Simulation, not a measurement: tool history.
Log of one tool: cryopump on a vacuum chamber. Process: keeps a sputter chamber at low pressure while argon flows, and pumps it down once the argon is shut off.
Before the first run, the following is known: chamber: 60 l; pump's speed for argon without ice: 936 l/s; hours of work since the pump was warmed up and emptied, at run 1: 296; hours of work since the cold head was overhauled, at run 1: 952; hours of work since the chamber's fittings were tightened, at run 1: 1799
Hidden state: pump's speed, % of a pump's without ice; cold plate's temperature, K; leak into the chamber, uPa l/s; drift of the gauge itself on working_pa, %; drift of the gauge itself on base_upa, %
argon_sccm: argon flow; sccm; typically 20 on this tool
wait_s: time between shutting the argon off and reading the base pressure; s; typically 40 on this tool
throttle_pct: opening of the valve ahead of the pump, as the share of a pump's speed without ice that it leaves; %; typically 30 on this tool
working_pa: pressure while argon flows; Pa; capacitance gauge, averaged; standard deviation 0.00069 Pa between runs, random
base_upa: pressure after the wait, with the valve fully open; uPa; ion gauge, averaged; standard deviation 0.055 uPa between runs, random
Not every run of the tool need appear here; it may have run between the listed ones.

| run | hour | argon_sccm | wait_s | throttle_pct | hours of work since the pump was warmed up and emptied | hours of work since the cold head was overhauled | hours of work since the chamber's fittings were tightened | working_pa | base_upa |
|---|---|---|---|---|---|---|---|---|---|
| 1 | 0.0 | 20 | 40 | 30 | 296 | 952 | 1799 | 0.1275 | 4.42 |
| 2 | 28.3 | 20 | 40 | 30 | 310 | 966 | 1812 | 0.1265 | 4.42 |
| 3 | 66.8 | 20 | 40 | 30 | 328 | 984 | 1831 | 0.1268 | 4.49 |
| 4 | 103.0 | 20 | 40 | 30 | 346 | 1001 | 1848 | 0.1279 | 4.47 |
| 5 | 143.8 | 20 | 40 | 30 | 365 | 1021 | 1867 | 0.1277 | 4.48 |
| 6 | 183.7 | 20 | 40 | 30 | 384 | 1040 | 1886 | 0.1275 | 4.46 |
| 7 | 213.9 | 20 | 40 | 30 | 398 | 1054 | 1901 | 0.1284 | 4.39 |
| 8 | 258.8 | 20 | 40 | 30 | 420 | 1075 | 1922 | 0.1295 | 4.45 |
| 9 | 282.1 | 20 | 27 | 30 | 431 | 1087 | 1933 | 0.1288 | 6.00 |
| 10 | 332.6 | 19 | 143 | 20 | 455 | 1111 | 1957 | 0.1810 | 2.26 |
| 11 | 365.1 | 20 | 248 | 46 | 471 | 1126 | 1973 | 0.0895 | 1.95 |
| 12 | 409.0 | 31 | 22 | 21 | 491 | 1147 | 1994 | 0.2821 | 7.27 |
| 13 | 439.4 | 31 | 22 | 21 | 506 | 1162 | 2008 | 0.2841 | 7.14 |
| 14 | 487.3 | 15 | 33 | 44 | 529 | 1184 | 2031 | 0.0694 | 5.18 |
| 15 | 536.5 | 15 | 182 | 60 | 552 | 1208 | 2054 | 0.0538 | 2.23 |

What will run 16 give?
| 16 | 586.9 | 20 | 117 | 30 | 576 | 1232 | 2078 | ? | ? |

Run 16 produced working_pa 0.1327 Pa, base_upa 2.61 uPa.
Minus the tool's unlogged condition, the same run would have read working_pa 0.1198 Pa, base_upa 1.39 uPa.

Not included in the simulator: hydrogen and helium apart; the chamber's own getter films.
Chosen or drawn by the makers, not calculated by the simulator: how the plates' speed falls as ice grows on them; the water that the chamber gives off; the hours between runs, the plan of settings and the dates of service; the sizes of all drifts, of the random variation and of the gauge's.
